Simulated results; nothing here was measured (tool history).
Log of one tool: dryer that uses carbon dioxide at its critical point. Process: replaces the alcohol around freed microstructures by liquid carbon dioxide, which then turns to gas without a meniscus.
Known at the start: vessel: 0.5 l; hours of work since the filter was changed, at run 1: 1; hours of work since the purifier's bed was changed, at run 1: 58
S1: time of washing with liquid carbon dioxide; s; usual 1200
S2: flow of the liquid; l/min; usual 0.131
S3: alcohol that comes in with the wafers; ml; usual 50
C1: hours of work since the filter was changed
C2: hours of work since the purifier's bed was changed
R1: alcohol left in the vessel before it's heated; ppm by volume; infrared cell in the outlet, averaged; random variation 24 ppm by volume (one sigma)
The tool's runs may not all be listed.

run	hour	S1	S2	S3	C1	C2	R1
1	0	1200	0.131	50	1	58	1605
2	13	1200	0.131	50	11	68	1663
3	28	1200	0.131	71	24	80	2444
4	54.3	1200	0.177	50	44	101	445
5	66.8	1200	0.177	50	54	111	466
6	79.8	1200	0.177	50	65	122	474
7	108.1	1200	0.177	50	88	144	521
8	125.9	1200	0.177	50	102	158	569
9	140.9	1200	0.177	102	114	170	1135
10	170.4	1200	0.177	102	137	194	1257
11	198.5	1200	0.177	102	160	216	1409
12	218.6	1200	0.177	102	176	232	1517
13	249.8	1200	0.131	50	201	257	2871
14	262.8	1200	0.131	50	211	268	2967
15	278	1200	0.131	50	223	280	3210
# hour 301.3: inlet filter changed
16	301.3	1200	0.131	50	0	298	1625
17	330.6	1200	0.131	50	23	321	1784
18	357.5	1200	0.131	50	45	343	1934
19	371.5	1200	0.131	50	56	354	1934
20	385.4	1200	0.131	50	67	365	1998
21	414.2	1200	0.131	50	90	388	2204
22	442.1	1200	0.131	50	113	410	2313
23	461.7	1200	0.131	50	128	426	2375
24	480.6	1380	0.131	50	143	441	1492
25	509.8	1380	0.131	50	167	464	1558
26	527.6	1380	0.087	70	181	479	9259
27	550.6	900	0.088	47	199	497	16217
28	571	1560	0.17	102	216	513	659
29	599.7	1560	0.122	32	239	536	1153
# hour 603.5: inlet filter changed
30	616.5	1080	0.196	23	10	549	338
31	631.1	1320	0.143	97	22	561	1613
32	647.3	1320	0.143	97	35	574	1678
33	661.1	1320	0.143	97	46	585	1735
34	683.5	1320	0.143	102	64	603	1918
35	702.8	780	0.146	71	79	618	8420
36	733.1	1020	0.092	21	104	642	4608
37	748.6	960	0.115	70	116	655	9928
38	774.2	960	0.115	70	136	675	10397
39	802.6	960	0.115	70	159	698	10876
# hour 814.9: purifier's bed changed
40	832.9	1800	0.115	97	181	14	1707
41	848.9	1920	0.107	64	194	27	1264
42	872.2	1920	0.099	66	212	46	2106
43	892.8	1920	0.099	66	229	62	2152
# hour 907.9: inlet filter changed
44	909	1920	0.099	66	1	74	981
45	927.6	1800	0.099	66	16	89	1393

3 ways to go on from here, each from the tool as it stands after run 45. What would each give?
A	951	1380	0.099	43	34	108	?
B	951	1020	0.156	48	34	108	?
C	951	1680	0.21	109	34	108	?

run	R1
A	2675
B	1561
C	66
Without the tool's hidden state the same runs would have given:
run	R1
A	2393
B	1357
C	28

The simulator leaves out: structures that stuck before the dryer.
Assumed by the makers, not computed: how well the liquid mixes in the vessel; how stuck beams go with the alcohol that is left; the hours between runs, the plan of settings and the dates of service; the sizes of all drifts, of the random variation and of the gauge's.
